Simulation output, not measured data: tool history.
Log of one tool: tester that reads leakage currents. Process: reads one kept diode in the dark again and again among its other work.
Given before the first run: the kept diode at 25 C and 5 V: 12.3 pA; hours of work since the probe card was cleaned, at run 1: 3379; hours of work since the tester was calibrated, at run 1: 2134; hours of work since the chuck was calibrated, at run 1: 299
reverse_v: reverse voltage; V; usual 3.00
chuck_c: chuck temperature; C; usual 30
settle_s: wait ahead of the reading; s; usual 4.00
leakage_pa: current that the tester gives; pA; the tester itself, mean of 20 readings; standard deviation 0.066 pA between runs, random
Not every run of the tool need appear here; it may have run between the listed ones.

run      day  reverse_v  chuck_c  settle_s  hours of work since the probe card was cleaned  hours of work since the tester was calibrated  hours of work since the chuck was calibrated  leakage_pa
  1    0.000       3.00       30      4.00                                            3379                                           2134                                           299       18.18
  2    4.938       3.00       30      4.00                                            3469                                           2224                                           389       18.33
  3    8.692       3.00       30      4.00                                            3537                                           2292                                           457       18.49
  4   13.529       3.00       30      1.71                                            3625                                           2380                                           545       18.97
  5   17.879       3.00       30      4.00                                            3705                                           2460                                           625       18.81
      22.362  -- probe card cleaned and baked
  6   22.692       3.00       49      4.00                                               6                                           2545                                           710       61.56
  7   28.892       3.00       49      4.00                                             119                                           2658                                           823       62.40
  8   35.188       3.00       49      4.00                                             234                                           2773                                           938       62.84
  9   39.721       3.00       49      4.00                                             317                                           2856                                          1021       63.26
      42.021  -- chuck's temperature calibrated
 10   43.438       3.00       49      4.00                                             383                                           2922                                            26       59.40
      47.325  -- probe card cleaned and baked, once more
 11   48.988       3.00       49      4.00                                              30                                           3021                                           125       53.57
 12   54.629       3.00       49      4.00                                             133                                           3124                                           228       53.79
 13   58.192       3.00       49      4.00                                             198                                           3189                                           293       53.88
 14   62.575       3.00       24      0.32                                             278                                           3269                                           372       13.30
 15   69.279       1.63       35      4.00                                             400                                           3391                                           495       16.30
 16   73.846       3.74       24      1.37                                             484                                           3474                                           578       12.20
 17   77.188       3.74       24      1.37                                             544                                           3535                                           639       12.28
 18   82.067       2.30       20      0.63                                             633                                           3624                                           728        8.06
 19   89.933       2.59       38      7.57                                             777                                           3767                                           871       25.65
 20   94.233       2.96       46      0.38                                             855                                           3846                                           950       49.52
     100.575  -- chuck's temperature calibrated
 21  102.167       2.96       46      0.38                                             998                                           3989                                            29       48.10
 22  105.633      14.52       26      1.05                                            1062                                           4052                                            92       33.25
 23  113.288      14.52       42      0.55                                            1201                                           4192                                           232       86.93
 24  118.854       2.06       46      7.05                                            1303                                           4293                                           333       38.97
 25  126.600       3.66       30      1.09                                            1444                                           4434                                           474       19.62

Each row is a separate what-if for the run after 25, all from the same tool condition, not one after another. Results?
  A  134.533       1.06       27      1.43                                            1589                                           4579                                           619           ?
  B  134.533       3.66       30      0.90                                            1589                                           4579                                           619           ?
  C  134.533       6.60       30      7.07                                            1589                                           4579                                           619           ?

run  leakage_pa
  A        8.52
  B       20.15
  C       25.88
Without the tool's hidden state the same runs would have given:
run  leakage_pa
  A        7.45
  B       17.10
  C       20.92
